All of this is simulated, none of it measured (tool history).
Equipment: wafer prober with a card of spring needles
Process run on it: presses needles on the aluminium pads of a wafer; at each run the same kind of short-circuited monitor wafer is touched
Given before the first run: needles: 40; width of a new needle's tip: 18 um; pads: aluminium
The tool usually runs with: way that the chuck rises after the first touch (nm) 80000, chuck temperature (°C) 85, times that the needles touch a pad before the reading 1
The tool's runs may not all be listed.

run   hour  way that the chuck rises after the first touch (nm)  chuck temperature (°C)  times that the needles touch a pad before the reading  resistance of one needle with its contact and lead (mohm)  way that a needle slides on the pad (nm)
  1      0                                                80000                      85                                                      1                                                        234                                     14130
  2    8.6                                                80000                      85                                                      1                                                        239                                     14600
  3   16.1                                                80000                      26                                                      1                                                        217                                     14530
  4   24.5                                                80000                      26                                                      1                                                        218                                     14520
  5   33.7                                                80000                      26                                                      1                                                        219                                     14450
  6   44.3                                                80000                      26                                                      1                                                        219                                     14490
  7   53.1                                                80000                      85                                                      2                                                        235                                     14040
  8   61.5                                                80000                      85                                                      1                                                        231                                     14410
  9     73                                                80000                      85                                                      1                                                        237                                     14480
 10   82.9                                                80000                      85                                                      1                                                        235                                     14250
 11   92.4                                                80000                      85                                                      1                                                        234                                     14410
 12  101.9                                                80000                      85                                                      1                                                        234                                     14520
 13  111.5                                                80000                      85                                                      1                                                        236                                     14370
 14  122.3                                                80000                      85                                                      1                                                        233                                     14460
 15  129.1                                                80000                      70                                                      1                                                        229                                     14270
 16    136                                                80000                      85                                                      1                                                        236                                     14400
 17  145.4                                                80000                     107                                                      3                                                        237                                     14300
 18  151.1                                                67000                     107                                                      2                                                        246                                     12230
 19  159.3                                                67000                     107                                                      2                                                        245                                     12000
 20  168.1                                                94000                      40                                                      2                                                        222                                     17210
 21  176.4                                                62000                     117                                                      3                                                        245                                     11020
 22  183.9                                                85000                     117                                                      3                                                        240                                     15370
 23  191.1                                                85000                     117                                                      3                                                        239                                     15510
 24  201.5                                                85000                     117                                                      3                                                        244                                     15310
 25  208.3                                                63000                      46                                                      3                                                        227                                     11320
 26  218.9                                                82000                      32                                                      2                                                        221                                     14670
 27  228.8                                                96000                      73                                                      2                                                        226                                     17390
 28  240.8                                                76000                      85                                                      2                                                        237                                     13570
 29  247.6                                                60000                      26                                                      2                                                        222                                     10660
 30  257.1                                                82000                      48                                                      2                                                        225                                     14910
 31    268                                                96000                     103                                                      1                                                        239                                     17060
 32  279.2                                                93000                      27                                                      2                                                        222                                     16670

Taken out of this log: 35 entries between the listed runs. Where each belongs, and how the hidden state differs across it:
Runs 1 to 2: tips cleaned on abrasive film (hour 7.6)
  debris on the tips, nm: 0 -> 0.1
Runs 2 to 3: tips cleaned on abrasive film (hour 15.4)
  debris on the tips, nm: 0.1 -> 0
Runs 3 to 4: tips cleaned on abrasive film (hour 23.1)
  debris on the tips, nm: 0 -> 0.1
Runs 4 to 5: tips cleaned on abrasive film (hour 31.3)
  no difference in the tool's unlogged condition between these two runs
Runs 5 to 6: tips cleaned on abrasive film (hour 39.4)
  debris on the tips, nm: 0.1 -> 0.2
Runs 6 to 7: tips cleaned on abrasive film (hour 47.1)
  no difference in the tool's unlogged condition between these two runs
Runs 7 to 8: tips cleaned on abrasive film (hour 54.8)
  no difference in the tool's unlogged condition between these two runs
Runs 8 to 9: tips cleaned on abrasive film (hour 62.2); tips cleaned on abrasive film (hour 70.4)
  debris on the tips, nm: 0.2 -> 0.1
Runs 9 to 10: tips cleaned on abrasive film (hour 78)
  debris on the tips, nm: 0.1 -> 0.2
Runs 10 to 11: tips cleaned on abrasive film (hour 85.9)
  no difference in the tool's unlogged condition between these two runs
Runs 11 to 12: tips cleaned on abrasive film (hour 93.8); tips cleaned on abrasive film (hour 101.3)
  debris on the tips, nm: 0.2 -> 0
Runs 12 to 13: tips cleaned on abrasive film (hour 108.8)
  debris on the tips, nm: 0 -> 0.1
Runs 13 to 14: tips cleaned on abrasive film (hour 116.8)
  debris on the tips, nm: 0.1 -> 0.2
Runs 14 to 15: tips cleaned on abrasive film (hour 124.7)
  debris on the tips, nm: 0.2 -> 0.1
Runs 15 to 16: tips cleaned on abrasive film (hour 132.2)
  no difference in the tool's unlogged condition between these two runs
Runs 16 to 17: tips cleaned on abrasive film (hour 140.5)
  debris on the tips, nm: 0.1 -> 0.2
Runs 17 to 18: tips cleaned on abrasive film (hour 148.5)
  debris on the tips, nm: 0.2 -> 0.1
Runs 18 to 19: tips cleaned on abrasive film (hour 156.4)
  no difference in the tool's unlogged condition between these two runs
Runs 19 to 20: tips cleaned on abrasive film (hour 164.7)
  no difference in the tool's unlogged condition between these two runs
Runs 20 to 21: tips cleaned on abrasive film (hour 172.4)
  no difference in the tool's unlogged condition between these two runs
Runs 21 to 22: tips cleaned on abrasive film (hour 179.9)
  way that the needles fall short of the set height, um: 0 -> 0.01
Runs 22 to 23: tips cleaned on abrasive film (hour 187.3)
  no difference in the tool's unlogged condition between these two runs
Runs 23 to 24: tips cleaned on abrasive film (hour 194.7)
  debris on the tips, nm: 0.1 -> 0.2
Runs 24 to 25: tips cleaned on abrasive film (hour 202.2)
  no difference in the tool's unlogged condition between these two runs
Runs 25 to 26: tips cleaned on abrasive film (hour 210.1); tips cleaned on abrasive film (hour 217.7)
  debris on the tips, nm: 0.2 -> 0.1
Runs 26 to 27: tips cleaned on abrasive film (hour 225.1)
  no difference in the tool's unlogged condition between these two runs
Runs 27 to 28: tips cleaned on abrasive film (hour 232.5); tips cleaned on abrasive film (hour 240.5)
  debris on the tips, nm: 0.1 -> 0
Runs 29 to 30: tips cleaned on abrasive film (hour 248.2); tips cleaned on abrasive film (hour 256.3)
  debris on the tips, nm: 0.2 -> 0.1
Runs 30 to 31: tips cleaned on abrasive film (hour 264.4)
  no difference in the tool's unlogged condition between these two runs
Runs 31 to 32: tips cleaned on abrasive film (hour 272)
  debris on the tips, nm: 0.1 -> 0.2

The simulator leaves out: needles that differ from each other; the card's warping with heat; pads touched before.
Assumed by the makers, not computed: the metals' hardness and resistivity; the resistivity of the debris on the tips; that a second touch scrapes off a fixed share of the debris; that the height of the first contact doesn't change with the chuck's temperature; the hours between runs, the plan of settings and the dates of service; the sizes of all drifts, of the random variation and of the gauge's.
